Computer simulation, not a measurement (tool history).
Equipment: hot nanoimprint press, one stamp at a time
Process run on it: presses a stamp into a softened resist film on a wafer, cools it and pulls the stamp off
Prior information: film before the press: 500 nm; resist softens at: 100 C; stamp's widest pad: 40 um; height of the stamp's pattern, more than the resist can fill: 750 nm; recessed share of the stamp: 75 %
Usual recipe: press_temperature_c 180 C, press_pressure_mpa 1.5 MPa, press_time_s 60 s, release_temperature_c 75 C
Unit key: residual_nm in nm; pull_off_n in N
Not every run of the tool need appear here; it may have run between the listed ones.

run 1 hour=0 | press_temperature_c=180 press_pressure_mpa=1.5 press_time_s=60 release_temperature_c=75 | residual_nm=270.6 pull_off_n=391
-- hour=41.9 plate thermocouple calibrated
run 2 hour=49.1 | press_temperature_c=180 press_pressure_mpa=1.14 press_time_s=60 release_temperature_c=75 | residual_nm=298.6 pull_off_n=411
run 3 hour=103 | press_temperature_c=180 press_pressure_mpa=1.5 press_time_s=60 release_temperature_c=75 | residual_nm=270.5 pull_off_n=417
run 4 hour=131 | press_temperature_c=180 press_pressure_mpa=1.5 press_time_s=60 release_temperature_c=75 | residual_nm=270.8 pull_off_n=435
-- hour=169.3 stamp cleaned and given a new release coat
run 5 hour=172 | press_temperature_c=180 press_pressure_mpa=1.5 press_time_s=60 release_temperature_c=75 | residual_nm=269.1 pull_off_n=219
-- hour=195.9 plate thermocouple calibrated, once more
run 6 hour=228.2 | press_temperature_c=180 press_pressure_mpa=1.5 press_time_s=60 release_temperature_c=75 | residual_nm=282.8 pull_off_n=235
run 7 hour=279.9 | press_temperature_c=180 press_pressure_mpa=1.5 press_time_s=89 release_temperature_c=75 | residual_nm=244.7 pull_off_n=255
run 8 hour=323.5 | press_temperature_c=180 press_pressure_mpa=1.5 press_time_s=89 release_temperature_c=75 | residual_nm=244.5 pull_off_n=274
run 9 hour=372.2 | press_temperature_c=191 press_pressure_mpa=1.5 press_time_s=60 release_temperature_c=75 | residual_nm=175.5 pull_off_n=291
run 10 hour=420.2 | press_temperature_c=191 press_pressure_mpa=1.5 press_time_s=60 release_temperature_c=73 | residual_nm=175.9 pull_off_n=307
run 11 hour=470.5 | press_temperature_c=191 press_pressure_mpa=1.5 press_time_s=60 release_temperature_c=73 | residual_nm=175.6 pull_off_n=325
run 12 hour=499.3 | press_temperature_c=191 press_pressure_mpa=1.5 press_time_s=60 release_temperature_c=73 | residual_nm=177 pull_off_n=333
run 13 hour=523.6 | press_temperature_c=180 press_pressure_mpa=1.5 press_time_s=60 release_temperature_c=75 | residual_nm=278.5 pull_off_n=355
run 14 hour=563.1 | press_temperature_c=180 press_pressure_mpa=1.5 press_time_s=60 release_temperature_c=75 | residual_nm=277.2 pull_off_n=360
run 15 hour=616.7 | press_temperature_c=180 press_pressure_mpa=1.5 press_time_s=60 release_temperature_c=75 | residual_nm=279.4 pull_off_n=392
run 16 hour=640.9 | press_temperature_c=180 press_pressure_mpa=1.5 press_time_s=60 release_temperature_c=75 | residual_nm=277.8 pull_off_n=394
run 17 hour=687.5 | press_temperature_c=180 press_pressure_mpa=1.5 press_time_s=60 release_temperature_c=68 | residual_nm=277.2 pull_off_n=411
run 18 hour=712.1 | press_temperature_c=180 press_pressure_mpa=1.5 press_time_s=60 release_temperature_c=68 | residual_nm=276.9 pull_off_n=445
run 19 hour=755.4 | press_temperature_c=180 press_pressure_mpa=1.5 press_time_s=60 release_temperature_c=68 | residual_nm=273.9 pull_off_n=465
-- hour=779.8 stamp cleaned and given a new release coat
-- hour=794.7 plate thermocouple calibrated
run 20 hour=818.2 | press_temperature_c=180 press_pressure_mpa=1.07 press_time_s=60 release_temperature_c=68 | residual_nm=314.9 pull_off_n=239
run 21 hour=865 | press_temperature_c=177 press_pressure_mpa=1.07 press_time_s=60 release_temperature_c=64 | residual_nm=348.2 pull_off_n=266
run 22 hour=897.3 | press_temperature_c=189 press_pressure_mpa=1.55 press_time_s=53 release_temperature_c=71 | residual_nm=199.4 pull_off_n=272
run 23 hour=940.5 | press_temperature_c=175 press_pressure_mpa=1.5 press_time_s=64 release_temperature_c=66 | residual_nm=332.6 pull_off_n=300
run 24 hour=966.3 | press_temperature_c=175 press_pressure_mpa=1.5 press_time_s=64 release_temperature_c=66 | residual_nm=326.1 pull_off_n=305
run 25 hour=995.3 | press_temperature_c=175 press_pressure_mpa=1.5 press_time_s=64 release_temperature_c=66 | residual_nm=326.9 pull_off_n=308
run 26 hour=1037.5 | press_temperature_c=175 press_pressure_mpa=1.5 press_time_s=64 release_temperature_c=66 | residual_nm=328.5 pull_off_n=317
run 27 hour=1060.9 | press_temperature_c=171 press_pressure_mpa=0.96 press_time_s=64 release_temperature_c=66 | residual_nm=409.3 pull_off_n=329
run 28 hour=1109.2 | press_temperature_c=180 press_pressure_mpa=1.5 press_time_s=78 release_temperature_c=79 | residual_nm=254.1 pull_off_n=322
run 29 hour=1139.1 | press_temperature_c=180 press_pressure_mpa=1.65 press_time_s=60 release_temperature_c=63 | residual_nm=267.7 pull_off_n=373

Branching from run 29: 4 alternative next runs. What would each branch give?
-- hour=1167.4 press's hydraulic seals changed and the load cell set to zero
run A hour=1169.4 | press_temperature_c=180 press_pressure_mpa=1.02 press_time_s=60 release_temperature_c=64 | residual_nm=? pull_off_n=?
-- hour=1167.4 press's hydraulic seals changed and the load cell set to zero
run B hour=1169.4 | press_temperature_c=180 press_pressure_mpa=1.65 press_time_s=34 release_temperature_c=63 | residual_nm=? pull_off_n=?
-- hour=1167.4 press's hydraulic seals changed and the load cell set to zero
run C hour=1169.4 | press_temperature_c=180 press_pressure_mpa=1.65 press_time_s=60 release_temperature_c=76 | residual_nm=? pull_off_n=?
-- hour=1167.4 press's hydraulic seals changed and the load cell set to zero
run D hour=1169.4 | press_temperature_c=172 press_pressure_mpa=1.09 press_time_s=60 release_temperature_c=70 | residual_nm=? pull_off_n=?

run=A residual_nm=309.2 pull_off_n=375
run=B residual_nm=315.8 pull_off_n=394
run=C residual_nm=262.7 pull_off_n=355
run=D residual_nm=388.8 pull_off_n=376
The same runs, with their run-to-run variation unchanged, on a tool lacking any hidden condition would have given:
run=A residual_nm=314.2 pull_off_n=229
run=B residual_nm=320.8 pull_off_n=240
run=C residual_nm=267.7 pull_off_n=217
run=D residual_nm=393.2 pull_off_n=229

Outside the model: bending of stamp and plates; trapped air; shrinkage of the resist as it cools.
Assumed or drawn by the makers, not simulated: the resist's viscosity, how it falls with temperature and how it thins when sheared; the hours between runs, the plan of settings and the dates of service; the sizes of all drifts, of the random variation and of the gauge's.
